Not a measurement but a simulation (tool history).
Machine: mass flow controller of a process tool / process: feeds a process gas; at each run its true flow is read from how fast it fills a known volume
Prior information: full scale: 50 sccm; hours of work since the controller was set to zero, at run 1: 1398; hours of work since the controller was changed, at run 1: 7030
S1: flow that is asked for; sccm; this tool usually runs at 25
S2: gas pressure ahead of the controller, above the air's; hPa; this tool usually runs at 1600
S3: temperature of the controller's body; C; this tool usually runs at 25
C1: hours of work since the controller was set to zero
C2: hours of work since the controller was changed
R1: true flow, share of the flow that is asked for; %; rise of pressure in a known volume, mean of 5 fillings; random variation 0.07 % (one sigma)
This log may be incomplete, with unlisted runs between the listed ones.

run,hour,S1,S2,S3,C1,C2,R1
1,0,25,1600,25,1398,7030,95.57
2,189.8,25,1600,25,1529,7161,95.37
3,443.1,25,1600,25,1704,7336,95.36
4,728.5,25,1600,25,1901,7533,95.33
5,996.6,25,1600,25,2086,7718,95.12
6,1146.4,25,1600,25,2189,7821,95.11
7,1363,25,1600,29,2339,7971,94.75
8,1578.6,25,2550,25,2487,8119,95.56
9,1734.9,25,2550,25,2595,8227,95.5
# hour 1756.3: controller's zero set anew
10,1906.2,9,1600,25,103,8345,91.65
11,2157.7,25,1600,25,277,8519,94.3
12,2420.6,25,1550,25,459,8700,94.09
# hour 2455.5: controller's zero set anew, once more
13,2682.8,25,2290,22,157,8881,95.74
14,2914.2,25,2690,29,317,9041,95.7
15,3042.1,13,1600,25,405,9129,94.06
16,3256.7,13,1600,25,553,9277,94.1
17,3460.1,26,1600,34,693,9417,94.51
18,3605.8,9,1520,31,794,9518,93.18
19,3785.3,9,1520,31,918,9642,93.07
20,3998.1,50,1440,25,1065,9789,95.9
21,4126.7,50,1440,25,1153,9877,95.64
22,4393.5,6,1600,22,1338,10062,92.24

Alternative continuations, all from the tool just after run 22; predict every row:
A,4574.9,6,2580,22,1463,10187,?
B,4574.9,7,1650,38,1463,10187,?
C,4574.9,6,2060,22,1463,10187,?
D,4574.9,35,1940,25,1463,10187,?
E,4574.9,6,2520,22,1463,10187,?

run,R1
A,92.8
B,91.74
C,92.39
D,95.12
E,92.85
What these runs would have given with no unlogged condition in the tool:
run,R1
A,98.49
B,97.16
C,98.08
D,99.21
E,98.54
